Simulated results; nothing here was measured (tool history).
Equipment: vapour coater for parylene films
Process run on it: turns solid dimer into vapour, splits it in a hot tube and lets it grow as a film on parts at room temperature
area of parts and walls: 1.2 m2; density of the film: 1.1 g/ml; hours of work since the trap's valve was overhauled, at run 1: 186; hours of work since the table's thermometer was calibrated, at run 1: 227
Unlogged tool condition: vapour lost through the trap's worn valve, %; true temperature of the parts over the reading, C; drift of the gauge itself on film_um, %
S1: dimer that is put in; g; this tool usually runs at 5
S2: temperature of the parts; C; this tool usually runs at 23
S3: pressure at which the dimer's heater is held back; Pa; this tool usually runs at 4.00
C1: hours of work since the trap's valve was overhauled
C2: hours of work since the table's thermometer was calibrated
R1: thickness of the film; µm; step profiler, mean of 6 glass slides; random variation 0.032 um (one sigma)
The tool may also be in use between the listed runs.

Run 1, hour 0.0: usual settings; C1 186; C2 227. Result: R1 3.04 µm.
Run 2, hour 9.7: usual settings; C1 194; C2 235. Result: R1 3.06 µm.
Run 3, hour 25.0: usual settings; C1 207; C2 249. Result: R1 3.01 µm.
Run 4, hour 46.5: usual settings; C1 226; C2 267. Result: R1 3.03 µm.
Run 5, hour 56.2: usual settings but S2 17 C; C1 235; C2 276. Result: R1 3.58 µm.
Run 6, hour 76.8: usual settings but S2 16 C; C1 252; C2 294. Result: R1 3.62 µm.
Run 7, hour 89.4: usual settings but S2 16 C; C1 263; C2 304. Result: R1 3.64 µm.
Run 8, hour 99.7: usual settings but S2 16 C; C1 272; C2 313. Result: R1 3.61 µm.
Run 9, hour 110.5: usual settings but S2 16 C; C1 282; C2 323. Result: R1 3.60 µm.
Run 10, hour 122.2: usual settings but S2 19 C; C1 292; C2 333. Result: R1 3.54 µm.
Run 11, hour 137.9: usual settings but S2 19 C; C1 305; C2 347. Result: R1 3.60 µm.
Run 12, hour 158.9: usual settings but S2 19 C; C1 324; C2 365. Result: R1 3.59 µm.
Run 13, hour 171.3: usual settings but S2 19 C; C1 334; C2 376. Result: R1 3.61 µm.
Run 14, hour 187.0: usual settings but S2 19 C; C1 348; C2 389. Result: R1 3.60 µm.
Run 15, hour 200.6: usual settings but S2 19 C; C1 360; C2 401. Result: R1 3.57 µm.
Run 16, hour 221.7: usual settings but S1 3 g; C1 378; C2 419. Result: R1 1.80 µm.
Run 17, hour 232.5: usual settings but S1 3 g; C1 387; C2 429. Result: R1 1.80 µm.
Run 18, hour 250.5: usual settings but S1 3 g; C1 403; C2 444. Result: R1 1.77 µm.
Run 19, hour 259.3: usual settings but S1 3 g; C1 411; C2 452. Result: R1 1.75 µm.
Run 20, hour 273.2: usual settings but S1 3 g; C1 423; C2 464. Result: R1 1.77 µm.
Run 21, hour 288.0: usual settings but S3 3.41 Pa; C1 436; C2 477. Result: R1 3.06 µm.
Run 22, hour 303.3: usual settings; C1 449; C2 490. Result: R1 2.94 µm.
Run 23, hour 319.9: usual settings; C1 463; C2 505. Result: R1 2.89 µm.
Run 24, hour 339.8: usual settings; C1 481; C2 522. Result: R1 2.96 µm.
Run 25, hour 355.9: usual settings; C1 495; C2 536. Result: R1 2.90 µm.

What will run 26 give?
Run 26, hour 368.4: usual settings but S1 2 g, S2 25 C, S3 5.08 Pa; C1 505; C2 547. Result: R1 ?.

R1: 1.02 µm
Had the tool carried no hidden state, the very same run would have given R1 1.07 µm.
